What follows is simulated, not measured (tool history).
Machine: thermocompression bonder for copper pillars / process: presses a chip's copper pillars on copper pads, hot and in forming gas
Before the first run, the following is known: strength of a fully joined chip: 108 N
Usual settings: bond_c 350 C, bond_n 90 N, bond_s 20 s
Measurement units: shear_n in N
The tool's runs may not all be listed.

{"run": 1, "hour": 0.0, "bond_c": 350, "bond_n": 90, "bond_s": 20, "shear_n": 71.5}
{"run": 2, "hour": 24.5, "bond_c": 350, "bond_n": 90, "bond_s": 20, "shear_n": 71.4}
{"run": 3, "hour": 46.2, "bond_c": 350, "bond_n": 90, "bond_s": 20, "shear_n": 70.8}
{"run": 4, "hour": 76.4, "bond_c": 350, "bond_n": 90, "bond_s": 20, "shear_n": 70.5}
{"run": 5, "hour": 112.1, "bond_c": 350, "bond_n": 90, "bond_s": 20, "shear_n": 70}
{"run": 6, "hour": 150.9, "bond_c": 350, "bond_n": 90, "bond_s": 20, "shear_n": 69.3}
{"run": 7, "hour": 182.7, "bond_c": 350, "bond_n": 90, "bond_s": 20, "shear_n": 68.9}
{"run": 8, "hour": 205.7, "bond_c": 375, "bond_n": 55, "bond_s": 11, "shear_n": 46.8}
{"run": 9, "hour": 246.0, "bond_c": 330, "bond_n": 61, "bond_s": 16, "shear_n": 36.1}
{"run": 10, "hour": 298.5, "bond_c": 330, "bond_n": 61, "bond_s": 16, "shear_n": 36.5}
{"run": 11, "hour": 334.4, "bond_c": 376, "bond_n": 107, "bond_s": 11, "shear_n": 76.4}
{"run": 12, "hour": 387.9, "bond_c": 350, "bond_n": 71, "bond_s": 47, "shear_n": 70.6}
{"run": 13, "hour": 432.9, "bond_c": 336, "bond_n": 55, "bond_s": 32, "shear_n": 49.2}

Not shown here: 1 entry made in the log between runs. Locate each between two listed runs and compare the hidden state at the listed run before it with the hidden state at the listed run after it:
Run 12 -> run 13: forming gas filter changed (hour 401.6)
  true temperature of the bond over the reading, C: -6.7 -> -6.8; oxide that the forming gas leaves, % of the face: 11.26 -> 1.11
  difference, measured minus the result without the unlogged condition, shear_n: -11.1 -> -3 N

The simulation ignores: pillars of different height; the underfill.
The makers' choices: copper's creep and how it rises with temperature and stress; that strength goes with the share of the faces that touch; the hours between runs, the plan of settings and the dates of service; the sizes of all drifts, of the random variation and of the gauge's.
